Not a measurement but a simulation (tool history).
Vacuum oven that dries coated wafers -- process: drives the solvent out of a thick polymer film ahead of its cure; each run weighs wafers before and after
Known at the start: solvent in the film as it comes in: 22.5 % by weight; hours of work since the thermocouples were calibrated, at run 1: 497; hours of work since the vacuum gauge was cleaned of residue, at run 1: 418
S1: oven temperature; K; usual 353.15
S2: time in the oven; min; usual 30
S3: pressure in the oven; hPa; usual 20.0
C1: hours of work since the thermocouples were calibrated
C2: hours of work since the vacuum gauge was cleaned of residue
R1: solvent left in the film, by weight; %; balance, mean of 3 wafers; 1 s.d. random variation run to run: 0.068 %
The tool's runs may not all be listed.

run     day      S1  S2    S3   C1   C2     R1
  1   0.000  353.15  30  20.0  497  418   5.43
  2   0.500  353.15  30  20.0  505  426   5.44
  3   1.129  353.15  30  20.0  515  437   5.48
  4   1.738  353.15  30  20.0  525  447   5.50
  5   2.388  353.15  30  20.0  536  457   5.36
  6   2.788  353.15  30  20.0  543  464   5.49
  7   3.325  353.15  30  20.0  551  473   5.49
  8   4.183  353.15  30  25.7  566  487   6.28
  9   5.058  353.15  30  25.7  580  501   6.16
 10   5.779  348.15  30  20.0  592  513   7.28
 11   6.333  347.15  30  20.0  601  522   7.83
 12   7.050  347.15  30  20.0  613  534   7.79
 13   7.688  353.15  51  20.0  623  545   3.78
 14   8.492  353.15  30  20.0  636  558   5.54
 15   8.950  357.15  30  20.0  644  565   4.23
 16   9.375  357.15  30  20.0  651  572   4.42
 17  10.033  357.15  30  20.0  662  583   4.26
 18  10.517  351.15  30  20.0  670  591   6.29
 19  11.238  353.15  36  20.0  682  603   4.84
 20  12.054  353.15  36  20.0  695  616   4.80
 21  12.962  353.15  36  20.0  710  631   4.86
 22  13.350  353.15  36  20.0  716  638   4.82
 23  14.258  353.15  36  20.0  731  653   4.85
 24  14.908  353.15  36  20.0  742  663   4.88
 25  15.600  350.15  38  20.0  753  675   5.63
 26  16.417  360.15  30  27.6  767  688   4.37
 27  16.862  347.15  53  27.6  774  696   6.65
 28  17.392  347.15  53  27.6  783  704   6.57
 29  17.821  356.15  30  20.0  790  711   4.61
 30  18.533  366.15  21  20.0  802  723   3.52
 31  19.238  366.15  21  20.0  813  735   3.39
 32  19.983  338.15  48  60.5  826  747  18.26
 33  20.433  350.15  23  51.4  833  754  12.06
 34  20.804  345.15  41  21.1  839  761   7.40
 35  21.692  345.15  41  21.1  854  775   7.43
 36  22.404  363.15  24  74.7  865  787   8.46
 37  23.083  366.15  24  74.7  877  798   7.47
 38  23.758  366.15  18  46.8  888  809   6.27
 39  24.183  366.15  18  46.8  895  816   6.26
 40  24.638  353.15  22  18.9  902  824   7.36
 41  25.196  353.15  41  71.4  911  833  11.62
 42  25.633  365.15  30  33.5  919  840   3.88
 43  26.167  364.15  30  37.2  927  849   4.41
 44  26.946  341.15  30  23.7  940  862  10.96
 45  27.358  349.15  24  42.2  947  868  11.15
 46  28.108  351.15  20  71.6  959  881  14.87
 47  28.529  353.15  54  20.0  966  888   3.84
 48  29.300  353.15  54  20.0  979  900   4.07

How would selected steps in R1 from run to run divide? Give the signed amount a tool lacking its hidden state would still show from settings, what came in and random variation, and the signed amount left for the hidden state, including any gauge scatter that is not in both of the compared results.
Hidden state present: true wafer temperature over the reading, C; true pressure over the reading, kPa; drift of the gauge itself on solvent_pct, %.
Run 31 -> 32: S1 366.15 -> 338.15, S2 21 -> 48, S3 20.0 -> 60.5. R1 +14.87 %: hidden state +0.77, all else +14.10.
Run 41 -> 42: S1 353.15 -> 365.15, S2 41 -> 30, S3 71.4 -> 33.5. R1 -7.74 %: hidden state -0.45, all else -7.29.
Run 43 -> 44: S1 364.15 -> 341.15, S3 37.2 -> 23.7. R1 +6.55 %: hidden state +0.43, all else +6.12.
Run 46 -> 47: S1 351.15 -> 353.15, S2 20 -> 54, S3 71.6 -> 20.0. R1 -11.03 %: hidden state -0.35, all else -10.68.
